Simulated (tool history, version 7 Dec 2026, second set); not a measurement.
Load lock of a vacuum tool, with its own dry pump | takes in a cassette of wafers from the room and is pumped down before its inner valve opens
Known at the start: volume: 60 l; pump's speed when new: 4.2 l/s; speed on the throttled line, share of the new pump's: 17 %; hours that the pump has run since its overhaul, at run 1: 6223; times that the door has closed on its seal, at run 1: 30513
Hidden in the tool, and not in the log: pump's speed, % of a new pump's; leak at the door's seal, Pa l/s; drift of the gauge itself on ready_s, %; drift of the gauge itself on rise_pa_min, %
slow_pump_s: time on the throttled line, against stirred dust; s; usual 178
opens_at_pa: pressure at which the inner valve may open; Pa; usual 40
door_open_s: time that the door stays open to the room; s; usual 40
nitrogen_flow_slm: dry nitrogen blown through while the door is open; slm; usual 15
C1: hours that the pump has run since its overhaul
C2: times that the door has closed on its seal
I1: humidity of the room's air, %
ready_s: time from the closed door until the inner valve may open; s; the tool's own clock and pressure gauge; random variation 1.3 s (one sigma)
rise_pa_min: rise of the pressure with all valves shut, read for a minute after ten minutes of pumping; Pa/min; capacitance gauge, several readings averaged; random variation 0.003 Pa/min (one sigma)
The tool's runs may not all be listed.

Run 1, hour 0.0: usual settings; C1 6223; C2 30513; I1 42.8. Result: ready_s 268.7 s, rise_pa_min 0.146 Pa/min.
Run 2, hour 143.0: usual settings but slow_pump_s 216 s; C1 6366; C2 31214; I1 44.0. Result: ready_s 300.3 s, rise_pa_min 0.153 Pa/min.
Run 3, hour 336.5: usual settings but slow_pump_s 216 s; C1 6559; C2 32162; I1 43.9. Result: ready_s 296.6 s, rise_pa_min 0.149 Pa/min.
Run 4, hour 525.5: usual settings but slow_pump_s 216 s; C1 6748; C2 33090; I1 42.4. Result: ready_s 299.4 s, rise_pa_min 0.160 Pa/min.
Run 5, hour 735.2: usual settings but nitrogen_flow_slm 44 slm; C1 6958; C2 34117; I1 46.7. Result: ready_s 268.6 s, rise_pa_min 0.155 Pa/min.
Run 6, hour 862.9: usual settings but nitrogen_flow_slm 44 slm; C1 7086; C2 34744; I1 42.6. Result: ready_s 265.6 s, rise_pa_min 0.156 Pa/min.
Run 7, hour 1077.1: usual settings; C1 7300; C2 35794; I1 42.6. Result: ready_s 267.1 s, rise_pa_min 0.173 Pa/min.
Run 8, hour 1202.2: usual settings; C1 7425; C2 36407; I1 42.9. Result: ready_s 268.1 s, rise_pa_min 0.177 Pa/min.
Run 9, hour 1357.3: usual settings; C1 7580; C2 37168; I1 44.9. Result: ready_s 265.9 s, rise_pa_min 0.179 Pa/min.
Run 10, hour 1509.0: usual settings; C1 7732; C2 37912; I1 45.5. Result: ready_s 268.9 s, rise_pa_min 0.186 Pa/min.
Run 11, hour 1706.7: usual settings; C1 7929; C2 38881; I1 42.0. Result: ready_s 269.1 s, rise_pa_min 0.195 Pa/min.
Run 12, hour 1923.1: usual settings; C1 8146; C2 39942; I1 44.3. Result: ready_s 266.1 s, rise_pa_min 0.206 Pa/min.
Run 13, hour 2034.0: usual settings; C1 8257; C2 40486; I1 47.9. Result: ready_s 269.0 s, rise_pa_min 0.205 Pa/min.
Run 14, hour 2236.2: usual settings; C1 8459; C2 41478; I1 46.7. Result: ready_s 267.5 s, rise_pa_min 0.209 Pa/min.
Run 15, hour 2402.3: usual settings but door_open_s 106 s; C1 8625; C2 42292; I1 45.4. Result: ready_s 265.6 s, rise_pa_min 0.255 Pa/min.
Run 16, hour 2554.3: usual settings; C1 8777; C2 43037; I1 44.6. Result: ready_s 268.7 s, rise_pa_min 0.220 Pa/min.
Run 17, hour 2754.6: usual settings but opens_at_pa 54 Pa, door_open_s 35 s; C1 8977; C2 44020; I1 44.9. Result: ready_s 263.8 s, rise_pa_min 0.227 Pa/min.
Run 18, hour 2915.1: usual settings but slow_pump_s 109 s, opens_at_pa 48 Pa, door_open_s 43 s, nitrogen_flow_slm 8 slm; C1 9138; C2 44806; I1 44.2. Result: ready_s 209.0 s, rise_pa_min 0.240 Pa/min.
Run 19, hour 3071.0: usual settings but slow_pump_s 116 s, nitrogen_flow_slm 22 slm; C1 9294; C2 45571; I1 46.9. Result: ready_s 220.2 s, rise_pa_min 0.231 Pa/min.
Run 20, hour 3228.7: usual settings but slow_pump_s 116 s, opens_at_pa 35 Pa, door_open_s 168 s, nitrogen_flow_slm 8 slm; C1 9451; C2 46344; I1 45.2. Result: ready_s 222.7 s, rise_pa_min 0.328 Pa/min.
Run 21, hour 3405.3: usual settings but slow_pump_s 116 s, opens_at_pa 35 Pa, door_open_s 168 s, nitrogen_flow_slm 8 slm; C1 9628; C2 47211; I1 46.0. Result: ready_s 221.0 s, rise_pa_min 0.341 Pa/min.
Run 22, hour 3612.0: usual settings but slow_pump_s 249 s, opens_at_pa 35 Pa, door_open_s 168 s, nitrogen_flow_slm 8 slm; C1 9835; C2 48224; I1 47.4. Result: ready_s 331.1 s, rise_pa_min 0.352 Pa/min.
Run 23, hour 3830.0: usual settings but slow_pump_s 249 s, opens_at_pa 35 Pa, door_open_s 168 s, nitrogen_flow_slm 8 slm; C1 10053; C2 49293; I1 40.8. Result: ready_s 330.4 s, rise_pa_min 0.341 Pa/min.
Run 24, hour 4051.8: usual settings but slow_pump_s 249 s, opens_at_pa 35 Pa, door_open_s 168 s, nitrogen_flow_slm 32 slm; C1 10274; C2 50380; I1 46.6. Result: ready_s 329.7 s, rise_pa_min 0.314 Pa/min.
Run 25, hour 4222.4: usual settings but slow_pump_s 159 s, door_open_s 47 s; C1 10445; C2 51217; I1 44.8. Result: ready_s 256.2 s, rise_pa_min 0.288 Pa/min.
Run 26, hour 4422.9: usual settings but slow_pump_s 121 s, door_open_s 209 s; C1 10646; C2 52200; I1 45.1. Result: ready_s 227.4 s, rise_pa_min 0.373 Pa/min.
Run 27, hour 4640.7: usual settings but door_open_s 163 s, nitrogen_flow_slm 28 slm; C1 10863; C2 53268; I1 44.8. Result: ready_s 271.8 s, rise_pa_min 0.331 Pa/min.
Run 28, hour 4821.2: usual settings but door_open_s 163 s, nitrogen_flow_slm 11 slm; C1 11044; C2 54153; I1 45.2. Result: ready_s 270.7 s, rise_pa_min 0.381 Pa/min.
Run 29, hour 4934.9: usual settings but door_open_s 163 s, nitrogen_flow_slm 11 slm; C1 11158; C2 54711; I1 48.9. Result: ready_s 271.8 s, rise_pa_min 0.392 Pa/min.
Run 30, hour 5158.9: usual settings but door_open_s 163 s, nitrogen_flow_slm 11 slm; C1 11382; C2 55809; I1 44.4. Result: ready_s 272.6 s, rise_pa_min 0.395 Pa/min.
Run 31, hour 5352.9: usual settings but slow_pump_s 338 s, opens_at_pa 28 Pa, door_open_s 64 s, nitrogen_flow_slm 8 slm; C1 11576; C2 56760; I1 44.6. Result: ready_s 409.2 s, rise_pa_min 0.359 Pa/min.
Run 32, hour 5509.7: usual settings but slow_pump_s 165 s, opens_at_pa 28 Pa, door_open_s 66 s, nitrogen_flow_slm 8 slm; C1 11732; C2 57529; I1 46.0. Result: ready_s 268.4 s, rise_pa_min 0.367 Pa/min.

Hidden state or all else? Some run-to-run changes of ready_s, split into what the settings, what came in and random variation would give without the hidden state, and what is left for the hidden state (with any gauge scatter that isn't in both results):
Run 21 -> 22: slow_pump_s 116 -> 249. ready_s +110.1 s: hidden state -2.4, all else +112.5.
Run 30 -> 31: slow_pump_s 178 -> 338, opens_at_pa 40 -> 28, door_open_s 163 -> 64, nitrogen_flow_slm 11 -> 8. ready_s +136.6 s: hidden state -3.1, all else +139.7.
Run 31 -> 32: slow_pump_s 338 -> 165, door_open_s 64 -> 66. ready_s -140.8 s: hidden state +4.7, all else -145.5.
